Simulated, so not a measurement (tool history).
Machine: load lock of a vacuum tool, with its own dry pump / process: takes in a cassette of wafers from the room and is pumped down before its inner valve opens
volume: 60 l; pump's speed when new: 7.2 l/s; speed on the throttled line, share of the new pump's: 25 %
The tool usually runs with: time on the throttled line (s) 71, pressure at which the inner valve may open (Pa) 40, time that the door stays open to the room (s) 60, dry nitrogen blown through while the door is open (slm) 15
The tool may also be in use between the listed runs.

run	day	time on the throttled line (s)	pressure at which the inner valve may open (Pa)	time that the door stays open to the room (s)	dry nitrogen blown through while the door is open (slm)	incoming humidity of the room's air, %	time from the closed door until the inner valve may open (s)	rise of the pressure with all valves shut (Pa/min)
1	0.000	71	40	60	15	45.7	120.0	0.032
2	2.475	71	40	60	15	44.0	121.0	0.021
3	4.525	71	40	60	15	42.8	117.3	0.023
4	8.275	71	40	60	15	45.5	118.3	0.027
5	10.971	71	40	60	15	45.1	118.7	0.023
6	13.846	71	62	60	15	44.5	116.4	0.026
7	16.996	71	62	60	15	43.0	116.8	0.021
8	20.304	71	62	60	15	45.3	114.5	0.026
9	24.571	71	40	60	17	42.9	119.2	0.029
10	27.125	71	40	143	17	47.0	118.3	0.042
11	28.954	134	40	60	15	44.6	167.0	0.022
12	32.662	71	40	60	15	45.6	119.2	0.028
13	35.392	71	40	29	15	43.3	120.1	0.025
14	39.496	71	40	29	15	44.6	119.6	0.014
15	43.833	78	50	201	15	47.5	123.1	0.048
16	47.896	78	50	201	15	42.5	122.5	0.043
17	52.333	71	34	60	15	47.9	118.9	0.021
18	54.154	130	34	70	25	45.3	164.3	0.021
19	56.058	130	34	70	25	46.6	164.7	0.027
20	59.350	130	34	70	25	44.1	165.3	0.020
21	63.254	48	42	60	15	47.6	100.9	0.027
22	65.542	48	42	60	15	44.0	102.7	0.025
23	67.983	39	57	82	35	44.4	91.9	0.027
24	71.083	79	40	60	8	43.7	124.8	0.035
25	74.050	71	66	60	15	43.9	114.6	0.028
26	78.075	71	66	60	15	47.8	114.4	0.030
27	80.796	71	30	56	15	43.5	120.8	0.031
28	85.308	71	30	56	15	41.4	121.0	0.020

3 options for the next run, each taken on its own from the tool as it stands now. Forecast them:
A	87.817	71	43	48	21	45.3	?	?
B	87.817	71	30	56	8	42.3	?	?
C	87.817	71	40	60	6	44.0	?	?

run	time from the closed door until the inner valve may open (s)	rise of the pressure with all valves shut (Pa/min)
A	118.6	0.023
B	121.7	0.028
C	119.0	0.030
With no hidden state in the tool, these same runs would have given:
run	time from the closed door until the inner valve may open (s)	rise of the pressure with all valves shut (Pa/min)
A	118.5	0.022
B	121.7	0.027
C	119.0	0.029
